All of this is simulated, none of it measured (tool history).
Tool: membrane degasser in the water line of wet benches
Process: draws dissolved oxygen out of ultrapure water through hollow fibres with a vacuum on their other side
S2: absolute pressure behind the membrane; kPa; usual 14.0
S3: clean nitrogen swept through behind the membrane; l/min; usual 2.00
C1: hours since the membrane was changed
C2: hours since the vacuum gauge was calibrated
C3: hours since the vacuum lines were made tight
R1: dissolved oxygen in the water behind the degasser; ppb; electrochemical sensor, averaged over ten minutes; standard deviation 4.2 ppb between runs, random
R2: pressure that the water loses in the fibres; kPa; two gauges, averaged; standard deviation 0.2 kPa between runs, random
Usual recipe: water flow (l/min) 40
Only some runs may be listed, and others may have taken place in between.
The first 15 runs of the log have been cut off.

Run 16, hour 849.8: usual settings but S3 0.94 l/min; C1 3601; C2 6058; C3 9146. Result: R1 904.1 ppb, R2 44.24 kPa.
Run 17, hour 910.8: usual settings but S3 0.94 l/min; C1 3662; C2 6119; C3 9207. Result: R1 918.2 ppb, R2 44.20 kPa.
Run 18, hour 946.4: usual settings but S2 17.8 kPa, S3 1.19 l/min; C1 3697; C2 6154; C3 9243. Result: R1 998.7 ppb, R2 44.28 kPa.
Run 19, hour 980.6: usual settings but water flow (l/min) 46, S2 17.8 kPa, S3 2.08 l/min; C1 3732; C2 6189; C3 9277. Result: R1 782.1 ppb, R2 51.25 kPa.
Run 20, hour 1025.9: usual settings but water flow (l/min) 39, S2 28.2 kPa, S3 2.86 l/min; C1 3777; C2 6234; C3 9322. Result: R1 796.7 ppb, R2 43.43 kPa.
Run 21, hour 1090.2: usual settings but water flow (l/min) 60, S2 25.6 kPa, S3 2.86 l/min; C1 3841; C2 6298; C3 9387. Result: R1 1131.7 ppb, R2 66.55 kPa.
Run 22, hour 1165.4: usual settings but water flow (l/min) 60, S2 25.6 kPa, S3 2.86 l/min; C1 3916; C2 6373; C3 9462. Result: R1 1131.2 ppb, R2 66.90 kPa.
Run 23, hour 1196.7: usual settings but water flow (l/min) 60, S2 17.6 kPa, S3 0.96 l/min; C1 3948; C2 6405; C3 9493. Result: R1 1587.5 ppb, R2 66.73 kPa.
Run 24, hour 1233.8: usual settings but water flow (l/min) 34, S3 3.49 l/min; C1 3985; C2 6442; C3 9530. Result: R1 291.3 ppb, R2 37.93 kPa.
Run 25, hour 1302.9: usual settings but water flow (l/min) 34, S3 3.49 l/min; C1 4054; C2 6511; C3 9599. Result: R1 290.2 ppb, R2 37.78 kPa.
Run 26, hour 1335.9: usual settings but water flow (l/min) 39, S3 1.86 l/min; C1 4087; C2 6544; C3 9632. Result: R1 544.0 ppb, R2 43.01 kPa.
Run 27, hour 1366.7: usual settings but water flow (l/min) 32, S2 11.7 kPa, S3 1.94 l/min; C1 4118; C2 6575; C3 9663. Result: R1 354.0 ppb, R2 35.71 kPa.
Run 28, hour 1439.6: usual settings but water flow (l/min) 46, S2 13.6 kPa, S3 1.66 l/min; C1 4191; C2 6648; C3 9736. Result: R1 698.3 ppb, R2 51.50 kPa.
Run 29, hour 1477.5: usual settings but water flow (l/min) 46, S2 13.6 kPa, S3 1.66 l/min; C1 4228; C2 6686; C3 9774. Result: R1 688.4 ppb, R2 51.40 kPa.
Run 30, hour 1550.0: usual settings but water flow (l/min) 30, S3 3.67 l/min; C1 4301; C2 6758; C3 9846. Result: R1 241.7 ppb, R2 33.33 kPa.
Run 31, hour 1604.3: usual settings but S2 28.4 kPa; C1 4355; C2 6812; C3 9901. Result: R1 1079.0 ppb, R2 44.60 kPa.
Run 32, hour 1669.6: usual settings but water flow (l/min) 54, S2 25.5 kPa; C1 4421; C2 6878; C3 9966. Result: R1 1290.1 ppb, R2 59.98 kPa.

Consider 3 possible next runs. They are alternatives, not a sequence: every one starts from the tool as it was left by run 32. What does each give?
Run A, hour 1710.6: usual settings but water flow (l/min) 33; C1 4462; C2 6919; C3 10007. Result: R1 ?, R2 ?.
Run B, hour 1710.6: usual settings but water flow (l/min) 32, S2 11.1 kPa, S3 3.92 l/min; C1 4462; C2 6919; C3 10007. Result: R1 ?, R2 ?.
Run C, hour 1710.6: usual settings but water flow (l/min) 43, S2 25.5 kPa; C1 4462; C2 6919; C3 10007. Result: R1 ?, R2 ?.

run      R1     R2
  A   440.2  37.15
  B   192.8  35.57
  C  1043.4  47.84
Without the tool's unlogged condition, the same runs would have read:
run      R1     R2
  A   422.9  36.06
  B   181.1  34.52
  C  1017.4  46.43
